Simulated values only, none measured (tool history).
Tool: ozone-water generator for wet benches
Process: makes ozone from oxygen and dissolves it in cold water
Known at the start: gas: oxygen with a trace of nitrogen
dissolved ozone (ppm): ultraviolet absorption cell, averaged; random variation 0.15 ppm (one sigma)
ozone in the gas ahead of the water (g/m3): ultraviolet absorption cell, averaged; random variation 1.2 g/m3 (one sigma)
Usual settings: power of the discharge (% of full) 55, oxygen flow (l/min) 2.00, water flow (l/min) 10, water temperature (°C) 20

run   hour  power of the discharge (% of full)  oxygen flow (l/min)  water flow (l/min)  water temperature (°C)  dissolved ozone (ppm)  ozone in the gas ahead of the water (g/m3)
  1    0.0                                  55                 2.00                  10                      20                   18.4                                       206.4
  2   24.8                                  68                 2.00                  10                      20                   20.8                                       231.1
  3   48.8                                  58                 2.00                  10                      20                   19.2                                       213.1
  4   78.8                                  58                 2.00                  10                      20                   18.9                                       211.4
  5   97.8                                  55                 2.00                  10                      20                   18.4                                       205.5
  6  119.5                                  55                 2.00                  10                      20                   18.3                                       206.2
  7  148.4                                  55                 2.00                  10                      20                   18.4                                       207.6
  8  178.4                                  55                 2.00                  10                      19                   18.7                                       206.2
     180.2  -- water thermometer calibrated
  9  203.4                                  55                 2.00                  10                      19                   18.6                                       205.1
 10  233.3                                  55                 2.00                  11                      20                   17.1                                       208.2
 11  250.4                                  68                 2.00                  10                      20                   20.8                                       231.2
 12  263.8                                  68                 2.00                  10                      20                   20.5                                       231.2
 13  280.2                                  68                 2.00                  10                      20                   20.6                                       234.3
 14  298.2                                  72                 2.00                  10                      20                   21.3                                       237.4
 15  320.5                                  88                 2.00                  10                      20                   23.8                                       267.2
 16  341.6                                  88                 2.00                  10                      20                   23.5                                       264.7
 17  354.2                                  55                 2.00                  10                      20                   18.5                                       206.6
 18  379.1                                  55                 2.50                   9                      20                   20.1                                       182.8
 19  408.9                                  55                 2.88                  13                      14                   16.4                                       170.6
 20  428.4                                  55                 2.00                  10                      16                   19.4                                       207.7
 21  456.7                                  55                 1.90                   9                      20                   20.2                                       213.8
 22  481.3                                  45                 1.46                  10                      18                   16.4                                       221.1
 23  508.2                                  45                 1.18                  11                      18                   14.3                                       248.9
 24  526.0                                  74                 1.18                  12                      18                   17.2                                       319.3
 25  543.0                                  83                 1.44                  11                      18                   20.7                                       305.5
 26  567.9                                  78                 1.87                  15                      25                   14.7                                       260.3
 27  582.1                                  53                 3.31                  10                      20                   17.9                                       153.0
 28  611.6                                  55                 2.00                  15                      20                   13.2                                       207.7
 29  639.3                                  48                 2.00                  16                      20                   11.3                                       191.6
 30  665.5                                  48                 2.00                   8                      26                   18.6                                       191.8
 31  678.3                                  48                 1.86                   8                      19                   20.5                                       200.9
 32  701.1                                  48                 1.86                   8                      19                   20.6                                       198.5

Measured less the same run without the tool's hidden state. The same run-to-run variation is in both; the gauge's scatter may not be:
The hidden state here: yield of the discharge, % of new electrodes'; contactor's efficiency, % of a clean one's; true water temperature over the reading, C; drift of the gauge itself on ozone_ppm, %; drift of the gauge itself on gas_g_m3, %.
run  dissolved ozone (ppm)  ozone in the gas ahead of the water (g/m3)
  1                   -0.7                                        -1.9
  2                   -0.8                                        -2.4
  3                   -0.7                                        -2.0
  4                   -0.7                                        -2.1
  5                   -0.7                                        -2.0
  6                   -0.7                                        -2.1
  7                   -0.7                                        -2.1
  8                   -0.7                                        -2.1
  9                   -0.7                                        -2.2
 10                   -0.6                                        -2.2
 11                   -0.8                                        -2.9
 12                   -0.8                                        -2.8
 13                   -0.8                                        -2.9
 14                   -0.9                                        -3.1
 15                   -1.0                                        -4.0
 16                   -1.0                                        -3.9
 17                   -0.7                                        -2.4
 18                   -0.7                                        -2.1
 19                   -0.7                                        -2.0
 20                   -0.7                                        -2.6
 21                   -0.7                                        -2.6
 22                   -0.7                                        -2.5
 23                   -0.6                                        -2.8
 24                   -0.8                                        -4.9
 25                   -1.0                                        -5.1
 26                   -0.8                                        -4.2
 27                   -0.7                                        -2.0
 28                   -0.6                                        -2.9
 29                   -0.5                                        -2.4
 30                   -0.7                                        -2.5
 31                   -0.9                                        -2.6
 32                   -0.9                                        -2.6
